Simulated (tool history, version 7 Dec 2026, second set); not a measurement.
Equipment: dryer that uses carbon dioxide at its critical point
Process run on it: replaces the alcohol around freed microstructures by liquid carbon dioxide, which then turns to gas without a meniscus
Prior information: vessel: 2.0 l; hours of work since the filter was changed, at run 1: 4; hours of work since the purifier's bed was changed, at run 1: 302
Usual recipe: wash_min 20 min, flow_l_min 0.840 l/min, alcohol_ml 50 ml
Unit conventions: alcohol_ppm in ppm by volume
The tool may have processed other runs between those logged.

run    hour  wash_min  flow_l_min  alcohol_ml  hours of work since the filter was changed  hours of work since the purifier's bed was changed  alcohol_ppm
  1     0.0        20       0.840          50                                           4                                                 302           51
  2    32.1        20       0.652          50                                          26                                                 323          103
  3    62.7        20       0.652          50                                          46                                                 344          115
  4    93.1        20       0.652          50                                          66                                                 364           97
  5   128.9        20       0.652          50                                          90                                                 388          109
  6   160.1        20       0.652          50                                         111                                                 408          107
  7   177.3        20       0.652          50                                         122                                                 420          121
  8   198.5        20       0.652          50                                         136                                                 434          118
  9   229.7        20       0.652          50                                         157                                                 455          116
 10   261.4        20       0.840         107                                         178                                                 476           80
 11   285.8        20       0.840          50                                         194                                                 492           58
 12   313.7        20       0.840          50                                         213                                                 510           56
 13   338.9        20       0.699          50                                         230                                                 527          108
 14   366.6        20       0.533          50                                         248                                                 546          291
 15   397.3        20       0.533          50                                         269                                                 566          288
 16   432.5        20       0.533          50                                         292                                                 589          307
 17   451.0        20       0.533          50                                         304                                                 602          318
 18   477.9        20       0.533          50                                         322                                                 620          315
 19   501.1        20       0.533          50                                         338                                                 635          322
 20   520.7        20       0.533          50                                         351                                                 648          321
 21   552.6        20       0.533          50                                         372                                                 669          317
 22   575.2        20       0.840          50                                         387                                                 684           84
 23   602.9        20       0.740          50                                         405                                                 703          112
 24   633.3        20       0.740          50                                         425                                                 723          120
 25   660.3        22       1.145          69                                         443                                                 741           66
 26   685.8        13       1.145          69                                         460                                                 758          148
      702.8  -- purifier's bed changed
 27   704.6        13       1.145          69                                         471                                                   1           83
 28   721.0        13       1.145          69                                         482                                                  12           88
 29   746.9        25       1.198         109                                         499                                                  29           12
 30   769.1        17       1.198          54                                         514                                                  44           17
      783.2  -- inlet filter changed
 31   792.2        17       1.198          54                                           6                                                  59            8
 32   817.2        16       0.572          86                                          23                                                  75          681
 33   853.4        27       1.086         104                                          47                                                  99           12
 34   876.6        27       1.423         104                                          62                                                 115           15
 35   900.7        20       0.611          39                                          78                                                 131          102
 36   928.1        14       0.622          61                                          96                                                 149          628
 37   961.6        14       0.622          61                                         119                                                 171          637
 38   998.2        13       0.840         106                                         143                                                 196          443
 39  1023.5        17       0.840          23                                         160                                                 212           39
 40  1053.3        24       0.864          29                                         180                                                 232           26
 41  1078.0        24       0.840          44                                         196                                                 249           23
 42  1110.9        24       0.840          44                                         218                                                 271           36
 43  1147.0        19       1.398          44                                         242                                                 295           31
 44  1178.2        28       0.617          47                                         263                                                 315           46
 45  1193.4        19       1.121          99                                         273                                                 325           40
 46  1218.7        20       0.840          24                                         289                                                 342           45

What differs in the tool's unlogged condition from the final listed run ahead of each entry between runs to the first listed run following it?
After run 26, before run 27: purifier's bed changed (hour 702.8)
  flow that reaches the vessel past the clogged filter, %: 91.5 -> 91.3; alcohol in the recycled carbon dioxide, ppm: 68.2 -> 6.2
  measured minus no-state result, alcohol_ppm: +95 -> +34 ppm by volume
After run 30, before run 31: inlet filter changed (hour 783.2)
  flow that reaches the vessel past the clogged filter, %: 90.5 -> 99.5; alcohol in the recycled carbon dioxide, ppm: 9.7 -> 11
  measured minus no-state result, alcohol_ppm: +8 -> +6 ppm by volume
